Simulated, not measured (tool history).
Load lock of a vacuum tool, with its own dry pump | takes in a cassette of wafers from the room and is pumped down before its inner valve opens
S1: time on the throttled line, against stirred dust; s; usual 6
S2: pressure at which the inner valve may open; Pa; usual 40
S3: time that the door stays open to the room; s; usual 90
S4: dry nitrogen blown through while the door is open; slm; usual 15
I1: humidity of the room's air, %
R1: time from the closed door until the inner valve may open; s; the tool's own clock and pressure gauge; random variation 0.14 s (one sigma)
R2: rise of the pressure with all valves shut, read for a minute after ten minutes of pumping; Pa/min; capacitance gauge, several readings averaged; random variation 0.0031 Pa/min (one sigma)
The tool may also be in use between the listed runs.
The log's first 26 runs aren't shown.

run,hour,S1,S2,S3,S4,I1,R1,R2
27,5305.7,9,52,90,15,48.9,15.1,0.078
28,5546.3,3,38,90,15,42.9,11.3,0.067
29,5665.4,11,38,190,40,47.0,16.9,0.077
30,5899.7,5,38,37,40,44.2,12.4,0.033
31,6139.2,5,38,37,40,47.2,12.6,0.038
32,6331.6,3,61,28,21,45.6,10.4,0.040
33,6531.9,3,61,27,21,43.6,10.7,0.037
34,6801.5,3,61,27,21,46.2,10.6,0.043
35,6953.1,6,48,90,15,46.0,13.1,0.074
36,7100.8,6,48,90,15,42.7,13.0,0.067

5 ways to go on from here, each from the tool as it stands after run 36. What would each give?
A,7307.8,7,48,90,28,42.1,?,?
B,7307.8,6,48,210,31,45.9,?,?
C,7307.8,6,56,150,33,43.0,?,?
D,7307.8,6,35,113,9,42.7,?,?
E,7307.8,5,40,44,15,44.6,?,?

run,R1,R2
A,13.7,0.048
B,12.9,0.078
C,12.6,0.069
D,13.3,0.080
E,12.5,0.049
Without the tool's hidden state the same runs would have given:
run,R1,R2
A,13.7,0.048
B,12.9,0.078
C,12.6,0.069
D,13.3,0.080
E,12.5,0.049
